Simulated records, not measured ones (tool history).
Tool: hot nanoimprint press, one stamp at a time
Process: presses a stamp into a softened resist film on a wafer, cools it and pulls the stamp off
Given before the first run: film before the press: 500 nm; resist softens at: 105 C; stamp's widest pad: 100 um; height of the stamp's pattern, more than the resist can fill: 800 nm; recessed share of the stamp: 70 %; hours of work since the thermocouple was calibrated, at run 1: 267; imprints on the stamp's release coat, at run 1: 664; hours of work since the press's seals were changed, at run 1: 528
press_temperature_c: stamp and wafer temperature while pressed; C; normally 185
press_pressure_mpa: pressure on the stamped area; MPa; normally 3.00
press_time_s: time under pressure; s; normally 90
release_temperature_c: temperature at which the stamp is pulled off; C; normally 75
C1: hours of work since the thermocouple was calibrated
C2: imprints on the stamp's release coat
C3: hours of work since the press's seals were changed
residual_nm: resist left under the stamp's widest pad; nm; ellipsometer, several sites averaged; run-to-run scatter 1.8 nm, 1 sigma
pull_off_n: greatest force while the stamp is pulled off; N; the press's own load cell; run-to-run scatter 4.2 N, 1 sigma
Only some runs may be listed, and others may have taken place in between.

Run 1, hour 0.0: usual settings; C1 267; C2 664; C3 528. Result: residual_nm 297.9 nm, pull_off_n 242 N.
Run 2, hour 15.5: usual settings but press_time_s 86 s; C1 279; C2 710; C3 540. Result: residual_nm 298.1 nm, pull_off_n 239 N.
Run 3, hour 36.1: usual settings but press_time_s 86 s; C1 294; C2 770; C3 555. Result: residual_nm 301.7 nm, pull_off_n 236 N.
Run 4, hour 66.6: usual settings; C1 316; C2 860; C3 577. Result: residual_nm 296.0 nm, pull_off_n 254 N.
Run 5, hour 87.4: usual settings; C1 331; C2 922; C3 592. Result: residual_nm 297.3 nm, pull_off_n 242 N.
Run 6, hour 107.7: usual settings; C1 346; C2 981; C3 607. Result: residual_nm 294.9 nm, pull_off_n 257 N.
Run 7, hour 136.6: usual settings but release_temperature_c 71 C; C1 368; C2 1066; C3 629. Result: residual_nm 300.2 nm, pull_off_n 279 N.
Run 8, hour 166.3: usual settings but press_temperature_c 186 C; C1 389; C2 1154; C3 650. Result: residual_nm 289.9 nm, pull_off_n 255 N.
Run 9, hour 195.9: usual settings but press_temperature_c 186 C; C1 411; C2 1241; C3 672. Result: residual_nm 291.8 nm, pull_off_n 264 N.
At hour 218.9: plate thermocouple calibrated.
Run 10, hour 227.8: usual settings but press_time_s 94 s; C1 7; C2 1326; C3 693. Result: residual_nm 302.8 nm, pull_off_n 280 N.
Run 11, hour 242.3: usual settings; C1 17; C2 1369; C3 704. Result: residual_nm 307.5 nm, pull_off_n 284 N.
At hour 258.3: stamp cleaned and given a new release coat.
Run 12, hour 277.3: usual settings; C1 39; C2 56; C3 725. Result: residual_nm 305.0 nm, pull_off_n 215 N.
Run 13, hour 298.2: usual settings; C1 54; C2 118; C3 741. Result: residual_nm 309.4 nm, pull_off_n 222 N.
Run 14, hour 321.2: usual settings; C1 71; C2 186; C3 758. Result: residual_nm 307.3 nm, pull_off_n 226 N.
Run 15, hour 344.3: usual settings; C1 88; C2 254; C3 775. Result: residual_nm 309.1 nm, pull_off_n 224 N.
At hour 349.7: plate thermocouple calibrated, once more.
Run 16, hour 375.1: usual settings; C1 19; C2 336; C3 795. Result: residual_nm 288.1 nm, pull_off_n 214 N.
Run 17, hour 392.4: usual settings but press_temperature_c 190 C, press_pressure_mpa 2.24 MPa, press_time_s 133 s; C1 31; C2 387; C3 808. Result: residual_nm 254.8 nm, pull_off_n 227 N.
Run 18, hour 412.0: usual settings but press_temperature_c 190 C, press_pressure_mpa 2.24 MPa, press_time_s 133 s; C1 46; C2 444; C3 822. Result: residual_nm 256.3 nm, pull_off_n 216 N.
Run 19, hour 425.9: usual settings but press_temperature_c 182 C, press_pressure_mpa 2.90 MPa, press_time_s 47 s, release_temperature_c 81 C; C1 56; C2 485; C3 832. Result: residual_nm 370.6 nm, pull_off_n 195 N.
Run 20, hour 449.2: usual settings but press_time_s 58 s; C1 73; C2 554; C3 850. Result: residual_nm 330.5 nm, pull_off_n 232 N.
Run 21, hour 469.5: usual settings but press_time_s 106 s; C1 88; C2 614; C3 865. Result: residual_nm 276.9 nm, pull_off_n 231 N.
Run 22, hour 485.6: usual settings but press_pressure_mpa 2.07 MPa, press_time_s 121 s; C1 100; C2 661; C3 876. Result: residual_nm 307.0 nm, pull_off_n 234 N.
Run 23, hour 507.4: usual settings but press_time_s 145 s, release_temperature_c 61 C; C1 116; C2 725; C3 892. Result: residual_nm 248.6 nm, pull_off_n 310 N.
Run 24, hour 531.3: usual settings but press_time_s 145 s, release_temperature_c 61 C; C1 134; C2 796; C3 910. Result: residual_nm 251.7 nm, pull_off_n 316 N.
Run 25, hour 561.7: usual settings but press_temperature_c 174 C, press_pressure_mpa 4.34 MPa, press_time_s 75 s, release_temperature_c 68 C; C1 156; C2 885; C3 932. Result: residual_nm 354.0 nm, pull_off_n 283 N.
Run 26, hour 581.1: usual settings but press_temperature_c 174 C, press_pressure_mpa 2.62 MPa, press_time_s 91 s, release_temperature_c 65 C; C1 170; C2 942; C3 947. Result: residual_nm 389.0 nm, pull_off_n 303 N.
Run 27, hour 595.2: usual settings but press_temperature_c 173 C, press_time_s 79 s; C1 180; C2 984; C3 957. Result: residual_nm 394.1 nm, pull_off_n 251 N.
Run 28, hour 614.8: usual settings but press_temperature_c 188 C, press_pressure_mpa 4.78 MPa, press_time_s 83 s, release_temperature_c 64 C; C1 195; C2 1042; C3 971. Result: residual_nm 232.6 nm, pull_off_n 329 N.
Run 29, hour 636.7: usual settings but press_temperature_c 188 C, press_pressure_mpa 4.78 MPa, press_time_s 83 s, release_temperature_c 64 C; C1 211; C2 1106; C3 987. Result: residual_nm 231.7 nm, pull_off_n 330 N.

Some steps in residual_nm, run to run, broken into two amounts with sign: the step expected even without the hidden condition (settings, incoming material, random variation), and the rest, left for the hidden condition together with whatever gauge scatter is not in both the measured and the hidden-condition-free result:
Hidden conditions of the tool in this case: true temperature over the reading, C; pressure that arrives at the usual setting, %; grip of the stamp's worn release coat, % over a new coat's; drift of the gauge itself on residual_nm, %; drift of the gauge itself on pull_off_n, %.
Run 9 -> 10: press_temperature_c 186 -> 185, press_time_s 90 -> 94, plate thermocouple calibrated. residual_nm +11.0 nm: hidden state +7.8, all else +3.2.
Run 15 -> 16: plate thermocouple calibrated, once more. residual_nm -21.0 nm: hidden state -19.6, all else -1.4.
Run 18 -> 19: press_temperature_c 190 -> 182, press_pressure_mpa 2.24 -> 2.90, press_time_s 133 -> 47, release_temperature_c 75 -> 81. residual_nm +114.3 nm: hidden state +1.3, all else +113.0.
Run 27 -> 28: press_temperature_c 173 -> 188, press_pressure_mpa 3.00 -> 4.78, press_time_s 79 -> 83, release_temperature_c 75 -> 64. residual_nm -161.5 nm: hidden state +4.8, all else -166.3.

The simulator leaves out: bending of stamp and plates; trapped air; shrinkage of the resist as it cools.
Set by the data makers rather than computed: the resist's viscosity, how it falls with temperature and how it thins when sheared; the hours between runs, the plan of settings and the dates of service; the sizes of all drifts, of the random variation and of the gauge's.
